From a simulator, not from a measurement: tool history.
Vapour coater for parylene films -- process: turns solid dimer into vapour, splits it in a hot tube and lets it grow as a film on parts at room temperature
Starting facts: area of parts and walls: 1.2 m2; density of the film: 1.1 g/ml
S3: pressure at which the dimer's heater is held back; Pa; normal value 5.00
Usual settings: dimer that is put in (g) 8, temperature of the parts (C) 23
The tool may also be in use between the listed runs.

{"run": 1, "hour": 0.0, "dimer that is put in (g)": 8, "temperature of the parts (C)": 23, "S3": 5.0, "thickness of the film (µm)": 2.77}
{"run": 2, "hour": 14.2, "dimer that is put in (g)": 8, "temperature of the parts (C)": 23, "S3": 5.0, "thickness of the film (µm)": 2.78}
{"run": 3, "hour": 25.9, "dimer that is put in (g)": 8, "temperature of the parts (C)": 23, "S3": 8.18, "thickness of the film (µm)": 2.66}
{"run": 4, "hour": 46.6, "dimer that is put in (g)": 8, "temperature of the parts (C)": 23, "S3": 8.18, "thickness of the film (µm)": 2.62}
{"run": 5, "hour": 69.0, "dimer that is put in (g)": 8, "temperature of the parts (C)": 23, "S3": 8.18, "thickness of the film (µm)": 2.56}
{"run": 6, "hour": 88.0, "dimer that is put in (g)": 8, "temperature of the parts (C)": 23, "S3": 8.18, "thickness of the film (µm)": 2.66}
{"run": 7, "hour": 101.3, "dimer that is put in (g)": 8, "temperature of the parts (C)": 23, "S3": 8.18, "thickness of the film (µm)": 2.6}
{"run": 8, "hour": 111.5, "dimer that is put in (g)": 8, "temperature of the parts (C)": 23, "S3": 5.0, "thickness of the film (µm)": 2.79}
{"run": 9, "hour": 126.3, "dimer that is put in (g)": 3, "temperature of the parts (C)": 21, "S3": 2.73, "thickness of the film (µm)": 1.18}
{"run": 10, "hour": 137.0, "dimer that is put in (g)": 3, "temperature of the parts (C)": 33, "S3": 6.91, "thickness of the film (µm)": 0.78}
{"run": 11, "hour": 160.2, "dimer that is put in (g)": 5, "temperature of the parts (C)": 30, "S3": 5.0, "thickness of the film (µm)": 1.44}
{"run": 12, "hour": 177.5, "dimer that is put in (g)": 8, "temperature of the parts (C)": 23, "S3": 5.0, "thickness of the film (µm)": 2.76}
{"run": 13, "hour": 197.2, "dimer that is put in (g)": 8, "temperature of the parts (C)": 22, "S3": 6.1, "thickness of the film (µm)": 2.72}
{"run": 14, "hour": 218.9, "dimer that is put in (g)": 8, "temperature of the parts (C)": 22, "S3": 6.1, "thickness of the film (µm)": 2.84}
{"run": 15, "hour": 235.6, "dimer that is put in (g)": 8, "temperature of the parts (C)": 22, "S3": 6.1, "thickness of the film (µm)": 2.81}
{"run": 16, "hour": 252.2, "dimer that is put in (g)": 8, "temperature of the parts (C)": 22, "S3": 6.1, "thickness of the film (µm)": 2.76}

Forecast each of these 4 alternatives for the next run:
{"run": "A", "hour": 266.9, "dimer that is put in (g)": 10, "temperature of the parts (C)": 31, "S3": 3.28, "thickness of the film (µm)": "?"}
{"run": "B", "hour": 266.9, "dimer that is put in (g)": 4, "temperature of the parts (C)": 33, "S3": 5.0, "thickness of the film (µm)": "?"}
{"run": "C", "hour": 266.9, "dimer that is put in (g)": 4, "temperature of the parts (C)": 22, "S3": 4.03, "thickness of the film (µm)": "?"}
{"run": "D", "hour": 266.9, "dimer that is put in (g)": 4, "temperature of the parts (C)": 23, "S3": 2.1, "thickness of the film (µm)": "?"}

run=A thickness_of_the_film_(µm)=2.87
run=B thickness_of_the_film_(µm)=1.02
run=C thickness_of_the_film_(µm)=1.50
run=D thickness_of_the_film_(µm)=1.55
With no hidden state in the tool, these same runs would have given:
run=A thickness_of_the_film_(µm)=2.89
run=B thickness_of_the_film_(µm)=1.03
run=C thickness_of_the_film_(µm)=1.51
run=D thickness_of_the_film_(µm)=1.56
